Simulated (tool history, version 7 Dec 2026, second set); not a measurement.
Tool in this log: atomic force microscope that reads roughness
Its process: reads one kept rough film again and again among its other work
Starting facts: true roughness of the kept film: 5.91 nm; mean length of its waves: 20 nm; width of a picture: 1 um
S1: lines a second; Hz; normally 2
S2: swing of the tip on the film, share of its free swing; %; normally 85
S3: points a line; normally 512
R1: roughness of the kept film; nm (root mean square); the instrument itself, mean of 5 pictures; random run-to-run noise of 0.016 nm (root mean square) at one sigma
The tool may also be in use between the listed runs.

| run | hour | S1 | S2 | S3 | R1 |
|---|---|---|---|---|---|
| 1 | 0 | 2 | 85 | 512 | 2.304 |
| 2 | 5.7 | 2 | 85 | 512 | 2.277 |
|  | 9.7 | new tip fitted |
| 3 | 10.2 | 2 | 85 | 813 | 3.826 |
| 4 | 19.4 | 2 | 85 | 813 | 3.685 |
| 5 | 28 | 2 | 85 | 813 | 3.614 |
| 6 | 35.8 | 2 | 85 | 922 | 3.538 |
| 7 | 44.2 | 2 | 85 | 922 | 3.456 |
| 8 | 48 | 0.98 | 85 | 512 | 3.494 |
| 9 | 57.2 | 0.98 | 85 | 512 | 3.468 |
| 10 | 62.3 | 0.98 | 85 | 512 | 3.409 |
| 11 | 69.5 | 0.98 | 85 | 512 | 3.342 |
| 12 | 77.7 | 2 | 85 | 512 | 3.126 |
| 13 | 82.4 | 0.68 | 85 | 512 | 3.26 |
| 14 | 89.3 | 2 | 61 | 512 | 3.216 |
| 15 | 96 | 0.7 | 85 | 512 | 3.144 |
| 16 | 102.2 | 1.19 | 58 | 767 | 3.153 |

Expected results for the next run?
|  | 104 | height scale calibrated on a step standard |
| 17 | 107.2 | 3.57 | 86 | 365 | ? |

{"run 17": {"R1": 2.749}}
Take away the tool's hidden state, keep the run-to-run variation as it was, and the same run would have given R1 3.612 nm (root mean square).
